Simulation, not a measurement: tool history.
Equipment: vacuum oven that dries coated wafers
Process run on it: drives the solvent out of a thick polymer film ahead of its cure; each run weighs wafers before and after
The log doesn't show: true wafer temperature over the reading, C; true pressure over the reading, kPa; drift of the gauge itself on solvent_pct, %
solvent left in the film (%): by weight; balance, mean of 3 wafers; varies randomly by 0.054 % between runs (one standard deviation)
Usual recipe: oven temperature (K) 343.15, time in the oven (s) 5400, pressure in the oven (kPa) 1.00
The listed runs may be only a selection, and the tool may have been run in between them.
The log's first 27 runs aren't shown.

run    hour  oven temperature (K)  time in the oven (s)  pressure in the oven (kPa)  hours of work since the thermocouples were calibrated  hours of work since the vacuum gauge was cleaned of residue  solvent left in the film (%)
 28   671.2                343.15                  8340                        0.58                                                    675                                                          726                          1.18
 29   700.0                332.15                  5400                        0.60                                                    696                                                          747                          5.61
 30   734.6                330.15                  9060                        1.00                                                    721                                                          772                          4.31
 31   754.9                343.15                  5400                        1.00                                                    736                                                          787                          2.45
 32   778.2                331.15                  4560                        3.86                                                    753                                                          803                         10.34
 33   810.5                331.15                  4560                        3.86                                                    776                                                          827                         10.24
 34   834.6                340.15                  4320                        2.80                                                    794                                                          844                          5.91
 35   867.4                339.15                  4200                        1.30                                                    818                                                          868                          5.06
 36   895.5                343.15                  3900                        1.00                                                    838                                                          889                          3.77
 37   928.5                343.15                  3900                        1.00                                                    862                                                          912                          3.83
 38   946.9                330.15                  3900                        1.00                                                    875                                                          926                          8.50
 39   976.1                330.15                  3900                        1.00                                                    897                                                          947                          8.44
 40  1012.1                344.15                  4140                        2.07                                                    923                                                          973                          4.04
 41  1043.1                344.15                  4140                        2.07                                                    945                                                          996                          4.17

Here are 5 independent what-if runs from the current tool condition. What would each one return?
  A  1057.9                343.15                  5400                        0.64                                                    956                                                         1006                             ?
  B  1057.9                339.15                  3600                        0.66                                                    956                                                         1006                             ?
  C  1057.9                354.15                  8100                        1.28                                                    956                                                         1006                             ?
  D  1057.9                331.15                  7440                        1.55                                                    956                                                         1006                             ?
  E  1057.9                345.15                  8760                        0.51                                                    956                                                         1006                             ?

run  solvent left in the film (%)
  A                          2.32
  B                          5.33
  C                          0.93
  D                          5.79
  E                          0.86
Stripped of hidden state, with their random variation kept, the same runs would have yielded:
run  solvent left in the film (%)
  A                          1.69
  B                          4.46
  C                          0.72
  D                          4.75
  E                          0.52

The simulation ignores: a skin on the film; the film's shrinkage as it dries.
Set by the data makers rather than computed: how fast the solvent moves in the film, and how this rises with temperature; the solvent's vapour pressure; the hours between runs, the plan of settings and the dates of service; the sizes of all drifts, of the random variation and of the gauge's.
